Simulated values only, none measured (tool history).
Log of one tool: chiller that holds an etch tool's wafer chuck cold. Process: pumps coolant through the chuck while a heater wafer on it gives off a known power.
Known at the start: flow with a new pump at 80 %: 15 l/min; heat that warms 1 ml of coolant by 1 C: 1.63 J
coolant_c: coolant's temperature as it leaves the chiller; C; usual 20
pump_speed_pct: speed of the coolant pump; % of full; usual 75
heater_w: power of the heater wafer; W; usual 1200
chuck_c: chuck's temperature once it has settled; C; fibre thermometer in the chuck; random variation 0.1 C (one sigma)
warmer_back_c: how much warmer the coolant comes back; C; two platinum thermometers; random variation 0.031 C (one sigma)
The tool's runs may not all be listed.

run 1 day=0.000 | coolant_c=20 pump_speed_pct=75 heater_w=1200 | chuck_c=31.0 warmer_back_c=3.15
run 2 day=1.271 | coolant_c=20 pump_speed_pct=75 heater_w=1200 | chuck_c=31.1 warmer_back_c=3.16
run 3 day=2.800 | coolant_c=20 pump_speed_pct=75 heater_w=1200 | chuck_c=31.0 warmer_back_c=3.25
run 4 day=4.504 | coolant_c=20 pump_speed_pct=62 heater_w=1200 | chuck_c=32.8 warmer_back_c=3.95
run 5 day=6.204 | coolant_c=20 pump_speed_pct=62 heater_w=1200 | chuck_c=32.6 warmer_back_c=3.97
run 6 day=7.592 | coolant_c=20 pump_speed_pct=62 heater_w=1200 | chuck_c=32.8 warmer_back_c=3.96
run 7 day=8.617 | coolant_c=16 pump_speed_pct=75 heater_w=1200 | chuck_c=27.2 warmer_back_c=3.21
run 8 day=10.379 | coolant_c=16 pump_speed_pct=75 heater_w=1200 | chuck_c=27.2 warmer_back_c=3.19
run 9 day=12.150 | coolant_c=16 pump_speed_pct=75 heater_w=1200 | chuck_c=27.2 warmer_back_c=3.15
run 10 day=13.104 | coolant_c=15 pump_speed_pct=75 heater_w=1200 | chuck_c=26.2 warmer_back_c=3.21
run 11 day=14.204 | coolant_c=15 pump_speed_pct=75 heater_w=1200 | chuck_c=26.3 warmer_back_c=3.22
run 12 day=15.429 | coolant_c=15 pump_speed_pct=75 heater_w=1200 | chuck_c=26.3 warmer_back_c=3.24
run 13 day=17.096 | coolant_c=20 pump_speed_pct=75 heater_w=1200 | chuck_c=31.3 warmer_back_c=3.20
-- day=17.467 coolant pump overhauled
run 14 day=19.062 | coolant_c=20 pump_speed_pct=64 heater_w=1200 | chuck_c=32.7 warmer_back_c=3.80
run 15 day=20.312 | coolant_c=29 pump_speed_pct=79 heater_w=1200 | chuck_c=39.9 warmer_back_c=3.06
run 16 day=22.112 | coolant_c=29 pump_speed_pct=79 heater_w=1200 | chuck_c=40.0 warmer_back_c=3.05
-- day=23.229 coolant pump overhauled, once more
run 17 day=23.908 | coolant_c=16 pump_speed_pct=81 heater_w=1058 | chuck_c=25.7 warmer_back_c=2.58
run 18 day=25.267 | coolant_c=16 pump_speed_pct=81 heater_w=880 | chuck_c=24.0 warmer_back_c=2.13
run 19 day=26.517 | coolant_c=16 pump_speed_pct=81 heater_w=880 | chuck_c=24.2 warmer_back_c=2.10
run 20 day=28.004 | coolant_c=11 pump_speed_pct=88 heater_w=1200 | chuck_c=21.2 warmer_back_c=2.61
run 21 day=29.517 | coolant_c=19 pump_speed_pct=65 heater_w=1200 | chuck_c=31.4 warmer_back_c=3.77
run 22 day=30.896 | coolant_c=11 pump_speed_pct=75 heater_w=865 | chuck_c=19.4 warmer_back_c=2.29
run 23 day=32.338 | coolant_c=11 pump_speed_pct=75 heater_w=865 | chuck_c=19.4 warmer_back_c=2.29
run 24 day=33.979 | coolant_c=24 pump_speed_pct=78 heater_w=1200 | chuck_c=35.1 warmer_back_c=2.98
run 25 day=34.792 | coolant_c=24 pump_speed_pct=78 heater_w=1200 | chuck_c=35.2 warmer_back_c=3.09
run 26 day=35.783 | coolant_c=11 pump_speed_pct=70 heater_w=924 | chuck_c=20.5 warmer_back_c=2.65
run 27 day=36.550 | coolant_c=11 pump_speed_pct=70 heater_w=924 | chuck_c=20.4 warmer_back_c=2.65

3 ways to go on from here, each from the tool as it stands after run 27. What would each give?
run A day=37.329 | coolant_c=20 pump_speed_pct=75 heater_w=1274 | chuck_c=? warmer_back_c=?
run B day=37.329 | coolant_c=14 pump_speed_pct=62 heater_w=924 | chuck_c=? warmer_back_c=?
run C day=37.329 | coolant_c=19 pump_speed_pct=89 heater_w=1748 | chuck_c=? warmer_back_c=?

run=A chuck_c=32.2 warmer_back_c=3.32
run=B chuck_c=24.3 warmer_back_c=3.07
run=C chuck_c=33.6 warmer_back_c=3.84
Without the tool's hidden state the same runs would have given:
run=A chuck_c=30.1 warmer_back_c=3.31
run=B chuck_c=22.4 warmer_back_c=3.06
run=C chuck_c=31.2 warmer_back_c=3.82
